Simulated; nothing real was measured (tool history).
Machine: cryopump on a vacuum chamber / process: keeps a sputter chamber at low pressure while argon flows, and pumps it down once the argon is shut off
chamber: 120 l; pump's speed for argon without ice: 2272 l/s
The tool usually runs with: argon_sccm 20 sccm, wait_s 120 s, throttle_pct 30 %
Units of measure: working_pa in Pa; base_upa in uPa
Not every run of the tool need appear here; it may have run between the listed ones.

| run | hour | argon_sccm | wait_s | throttle_pct | working_pa | base_upa |
|---|---|---|---|---|---|---|
| 1 | 0.0 | 20 | 120 | 30 | 0.0532 | 1.05 |
| 2 | 41.0 | 17 | 120 | 30 | 0.0457 | 1.11 |
| 3 | 74.0 | 17 | 120 | 50 | 0.0284 | 1.13 |
| 4 | 108.0 | 17 | 120 | 50 | 0.0290 | 1.19 |
| 5 | 146.2 | 17 | 120 | 50 | 0.0291 | 1.25 |
| 6 | 184.8 | 20 | 120 | 30 | 0.0543 | 1.28 |
| 7 | 208.6 | 20 | 120 | 21 | 0.0759 | 1.37 |
| 8 | 243.1 | 24 | 120 | 21 | 0.0905 | 1.37 |
| 9 | 261.9 | 20 | 120 | 30 | 0.0547 | 1.44 |
| 10 | 280.5 | 20 | 120 | 30 | 0.0549 | 1.42 |
| 11 | 314.8 | 20 | 120 | 34 | 0.0488 | 1.53 |
| 12 | 337.3 | 20 | 120 | 30 | 0.0546 | 1.51 |
| 13 | 357.4 | 20 | 47 | 30 | 0.0554 | 1.88 |
| 14 | 391.8 | 20 | 47 | 30 | 0.0558 | 1.94 |
| 15 | 424.5 | 20 | 47 | 30 | 0.0557 | 2.01 |
| 16 | 455.3 | 13 | 47 | 58 | 0.0209 | 2.01 |
|  | 465.1 | pump warmed up, emptied and cooled again |
| 17 | 491.7 | 13 | 47 | 30 | 0.0323 | 1.71 |
| 18 | 526.4 | 19 | 107 | 36 | 0.0397 | 1.35 |
| 19 | 557.0 | 16 | 99 | 30 | 0.0406 | 1.38 |
| 20 | 579.3 | 12 | 164 | 30 | 0.0302 | 1.31 |
| 21 | 617.2 | 20 | 21 | 30 | 0.0504 | 2.56 |
| 22 | 633.8 | 20 | 21 | 30 | 0.0500 | 2.50 |
| 23 | 655.1 | 20 | 175 | 30 | 0.0500 | 1.38 |
| 24 | 685.8 | 20 | 175 | 30 | 0.0509 | 1.41 |
| 25 | 718.4 | 9 | 279 | 47 | 0.0146 | 1.37 |
| 26 | 745.5 | 9 | 279 | 47 | 0.0151 | 1.47 |

Per-run results on a tool with no hidden state, each run keeping its own random variation:
Unlogged tool condition in this case: pump's speed, % of a pump's without ice; cold plate's temperature, K; leak into the chamber, uPa l/s; drift of the gauge itself on working_pa, %; drift of the gauge itself on base_upa, %.
| run | working_pa | base_upa |
|---|---|---|
| 1 | 0.0492 | 0.37 |
| 2 | 0.0422 | 0.38 |
| 3 | 0.0249 | 0.37 |
| 4 | 0.0253 | 0.39 |
| 5 | 0.0253 | 0.39 |
| 6 | 0.0495 | 0.38 |
| 7 | 0.0711 | 0.41 |
| 8 | 0.0845 | 0.37 |
| 9 | 0.0496 | 0.40 |
| 10 | 0.0497 | 0.39 |
| 11 | 0.0434 | 0.41 |
| 12 | 0.0492 | 0.38 |
| 13 | 0.0498 | 0.74 |
| 14 | 0.0501 | 0.75 |
| 15 | 0.0498 | 0.75 |
| 16 | 0.0169 | 0.72 |
| 17 | 0.0321 | 0.77 |
| 18 | 0.0393 | 0.39 |
| 19 | 0.0402 | 0.41 |
| 20 | 0.0298 | 0.32 |
| 21 | 0.0497 | 1.52 |
| 22 | 0.0493 | 1.45 |
| 23 | 0.0493 | 0.29 |
| 24 | 0.0500 | 0.29 |
| 25 | 0.0142 | 0.22 |
| 26 | 0.0147 | 0.25 |
